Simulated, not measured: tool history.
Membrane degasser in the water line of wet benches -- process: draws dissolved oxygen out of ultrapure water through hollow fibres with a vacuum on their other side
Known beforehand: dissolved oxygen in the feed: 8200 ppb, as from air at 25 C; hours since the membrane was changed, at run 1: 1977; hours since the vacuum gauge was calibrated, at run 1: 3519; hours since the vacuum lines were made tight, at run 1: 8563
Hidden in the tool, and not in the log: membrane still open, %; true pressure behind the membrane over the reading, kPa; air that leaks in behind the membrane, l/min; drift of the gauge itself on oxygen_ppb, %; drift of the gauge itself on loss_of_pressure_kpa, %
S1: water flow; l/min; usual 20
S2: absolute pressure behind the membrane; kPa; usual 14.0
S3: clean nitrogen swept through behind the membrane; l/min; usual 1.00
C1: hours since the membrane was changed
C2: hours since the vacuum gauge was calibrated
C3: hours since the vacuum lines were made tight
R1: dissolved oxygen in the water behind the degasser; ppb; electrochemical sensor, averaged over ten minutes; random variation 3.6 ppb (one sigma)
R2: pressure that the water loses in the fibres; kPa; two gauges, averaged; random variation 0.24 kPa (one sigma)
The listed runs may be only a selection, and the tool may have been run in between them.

run	hour	S1	S2	S3	C1	C2	C3	R1	R2
1	0.0	20	14.0	1.00	1977	3519	8563	508.9	63.62
2	51.2	20	14.0	2.45	2028	3570	8614	250.9	63.80
3	102.1	20	14.0	1.52	2079	3621	8665	375.4	63.84
4	145.5	20	14.0	1.52	2123	3664	8708	372.3	64.44
5	231.9	20	14.0	1.52	2209	3751	8795	368.8	63.73
6	307.9	20	14.0	1.52	2285	3826	8871	372.6	64.32
7	364.1	20	14.0	1.71	2341	3883	8927	341.2	63.77
8	442.2	20	14.0	1.71	2420	3961	9005	341.2	64.47
9	528.9	20	14.0	1.00	2506	4048	9092	514.0	64.26
10	617.3	20	11.4	1.00	2595	4136	9180	403.1	64.12
# hour 709.4: vacuum gauge calibrated
11	718.5	20	14.0	0.74	2695	9	9281	628.6	64.17
12	800.1	20	14.0	0.74	2777	91	9362	625.8	64.06
13	884.2	20	14.0	0.74	2861	175	9446	626.0	63.79
14	952.7	20	22.1	0.74	2929	243	9515	1038.0	64.39
15	1053.0	20	22.1	0.74	3030	344	9615	1031.4	64.03
16	1153.2	20	22.1	0.74	3130	444	9715	1027.2	64.18
17	1203.5	13	8.9	0.74	3180	494	9766	232.2	41.77
18	1303.5	20	25.0	1.58	3280	594	9866	654.7	64.33
19	1382.3	20	25.0	2.31	3359	673	9945	474.6	64.50
20	1456.0	20	27.8	0.80	3433	747	10018	1209.3	64.36
21	1523.4	20	25.5	1.43	3500	814	10086	718.0	64.27
22	1580.2	20	25.5	1.43	3557	871	10142	723.1	64.51
23	1650.7	21	16.8	0.47	3627	941	10213	1111.2	67.30
24	1754.9	21	16.8	0.47	3732	1046	10317	1106.2	67.81
25	1833.8	21	16.8	0.47	3811	1124	10396	1131.9	67.35
26	1878.3	21	16.8	0.47	3855	1169	10441	1122.2	67.05
27	1922.8	21	16.8	0.47	3900	1213	10485	1110.0	67.25
28	1978.3	21	16.8	0.47	3955	1269	10541	1110.4	66.99
29	2069.4	21	10.5	1.00	4046	1360	10632	389.1	67.80
30	2165.2	21	33.0	2.09	4142	1456	10727	717.5	67.40
31	2254.1	26	33.0	2.09	4231	1545	10816	916.9	83.86

Here are 3 independent what-if runs from the current tool condition. What would each one return?
A	2358.1	20	10.5	2.06	4335	1649	10920	?	?
B	2358.1	19	33.0	1.59	4335	1649	10920	?	?
C	2358.1	18	33.0	0.47	4335	1649	10920	?	?

run	R1	R2
A	214.3	64.99
B	818.2	61.38
C	1930.2	58.02
The same runs, with their run-to-run variation unchanged, on a tool lacking any hidden condition would have given:
run	R1	R2
A	202.8	63.88
B	787.4	60.32
C	1898.9	57.02
